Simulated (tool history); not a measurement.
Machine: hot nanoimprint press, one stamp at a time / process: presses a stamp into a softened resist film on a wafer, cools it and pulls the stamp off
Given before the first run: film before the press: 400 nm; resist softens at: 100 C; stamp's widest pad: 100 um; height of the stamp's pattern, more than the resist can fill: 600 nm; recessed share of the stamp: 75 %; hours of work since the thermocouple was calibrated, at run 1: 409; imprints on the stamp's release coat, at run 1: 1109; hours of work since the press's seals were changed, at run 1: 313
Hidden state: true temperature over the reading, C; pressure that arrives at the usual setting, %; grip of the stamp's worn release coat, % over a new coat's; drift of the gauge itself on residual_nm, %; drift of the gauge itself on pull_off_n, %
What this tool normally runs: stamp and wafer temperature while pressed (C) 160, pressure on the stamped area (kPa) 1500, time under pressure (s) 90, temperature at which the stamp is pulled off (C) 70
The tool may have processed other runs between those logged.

run,hour,stamp and wafer temperature while pressed (C),pressure on the stamped area (kPa),time under pressure (s),temperature at which the stamp is pulled off (C),hours of work since the thermocouple was calibrated,imprints on the stamp's release coat,hours of work since the press's seals were changed,resist left under the stamp's widest pad (nm),greatest force while the stamp is pulled off (N)
1,0,160,1500,90,70,409,1109,313,211.5,229
2,11.6,160,1500,52,70,417,1156,322,249.7,237
3,22,160,1500,52,70,425,1198,329,250.7,228
4,32,160,1500,90,70,432,1239,337,213.2,229
5,37.9,160,1500,90,70,437,1262,341,210.8,230
6,47,160,1500,90,70,443,1300,348,212.9,232
7,58.2,160,1500,90,70,452,1344,356,212.7,227
# hour 71.8: stamp cleaned and given a new release coat
8,75,160,1500,90,70,460,13,364,212.2,230
9,81.2,160,1500,90,70,464,38,369,213.2,228
10,86.7,160,1500,90,70,468,61,373,213.7,230
11,93.9,160,1500,90,70,474,90,378,212.9,228
12,99.6,160,1500,90,70,478,113,382,213.2,234

Run 13, settings as shown, results not yet in. Your forecast:
13,107.1,167,1970,52,70,483,143,388,?,?

Logged for run 13: resist left under the stamp's widest pad (nm) 174.9, greatest force while the stamp is pulled off (N) 227.
With no hidden state in the tool, this same run would have given resist left under the stamp's widest pad (nm) 173.4, greatest force while the stamp is pulled off (N) 226.
